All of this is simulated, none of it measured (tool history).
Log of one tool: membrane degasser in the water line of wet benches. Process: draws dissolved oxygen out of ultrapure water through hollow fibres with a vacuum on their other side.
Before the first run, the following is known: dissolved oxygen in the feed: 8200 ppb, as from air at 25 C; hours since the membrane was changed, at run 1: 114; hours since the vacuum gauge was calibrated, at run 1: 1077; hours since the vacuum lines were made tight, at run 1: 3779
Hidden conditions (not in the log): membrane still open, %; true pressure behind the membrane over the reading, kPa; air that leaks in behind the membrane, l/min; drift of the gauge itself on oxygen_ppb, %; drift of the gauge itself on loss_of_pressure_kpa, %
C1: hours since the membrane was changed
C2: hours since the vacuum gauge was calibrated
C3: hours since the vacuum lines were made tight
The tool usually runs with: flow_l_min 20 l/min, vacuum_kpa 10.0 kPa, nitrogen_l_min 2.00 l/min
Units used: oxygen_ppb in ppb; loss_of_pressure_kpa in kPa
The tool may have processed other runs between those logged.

Run 1, hour 0.0: usual settings; C1 114; C2 1077; C3 3779. Result: oxygen_ppb 356.1 ppb, loss_of_pressure_kpa 29.99 kPa.
Run 2, hour 81.6: usual settings; C1 196; C2 1158; C3 3860. Result: oxygen_ppb 363.3 ppb, loss_of_pressure_kpa 30.06 kPa.
Run 3, hour 163.3: usual settings; C1 277; C2 1240; C3 3942. Result: oxygen_ppb 359.0 ppb, loss_of_pressure_kpa 29.92 kPa.
Run 4, hour 232.1: usual settings but vacuum_kpa 6.4 kPa; C1 346; C2 1309; C3 4011. Result: oxygen_ppb 287.9 ppb, loss_of_pressure_kpa 29.89 kPa.
Run 5, hour 306.4: usual settings but vacuum_kpa 6.4 kPa; C1 421; C2 1383; C3 4085. Result: oxygen_ppb 284.0 ppb, loss_of_pressure_kpa 30.20 kPa.
Run 6, hour 420.9: usual settings but vacuum_kpa 6.4 kPa; C1 535; C2 1498; C3 4199. Result: oxygen_ppb 285.4 ppb, loss_of_pressure_kpa 30.13 kPa.
Run 7, hour 534.7: usual settings but nitrogen_l_min 1.21 l/min; C1 649; C2 1611; C3 4313. Result: oxygen_ppb 456.3 ppb, loss_of_pressure_kpa 30.07 kPa.
Run 8, hour 643.9: usual settings; C1 758; C2 1720; C3 4422. Result: oxygen_ppb 367.3 ppb, loss_of_pressure_kpa 30.05 kPa.
Run 9, hour 710.7: usual settings; C1 825; C2 1787; C3 4489. Result: oxygen_ppb 367.1 ppb, loss_of_pressure_kpa 30.35 kPa.
Run 10, hour 769.3: usual settings; C1 883; C2 1846; C3 4548. Result: oxygen_ppb 368.8 ppb, loss_of_pressure_kpa 30.35 kPa.
At hour 776.1: vacuum gauge calibrated.
Run 11, hour 875.8: usual settings; C1 989; C2 100; C3 4654. Result: oxygen_ppb 369.2 ppb, loss_of_pressure_kpa 30.24 kPa.
Run 12, hour 936.7: usual settings but nitrogen_l_min 2.76 l/min; C1 1050; C2 161; C3 4715. Result: oxygen_ppb 332.1 ppb, loss_of_pressure_kpa 30.20 kPa.

Run 13, settings as shown, results not yet in. Your forecast:
Run 13, hour 1054.2: usual settings but flow_l_min 13 l/min, nitrogen_l_min 4.68 l/min; C1 1168; C2 278; C3 4832. Result: oxygen_ppb ?, loss_of_pressure_kpa ?.

Run 13 came out at oxygen_ppb 132.8 ppb, loss_of_pressure_kpa 19.73 kPa.
Were there no unlogged condition in the tool, this run, its random variation unchanged, would have produced oxygen_ppb 126.9 ppb, loss_of_pressure_kpa 19.54 kPa.

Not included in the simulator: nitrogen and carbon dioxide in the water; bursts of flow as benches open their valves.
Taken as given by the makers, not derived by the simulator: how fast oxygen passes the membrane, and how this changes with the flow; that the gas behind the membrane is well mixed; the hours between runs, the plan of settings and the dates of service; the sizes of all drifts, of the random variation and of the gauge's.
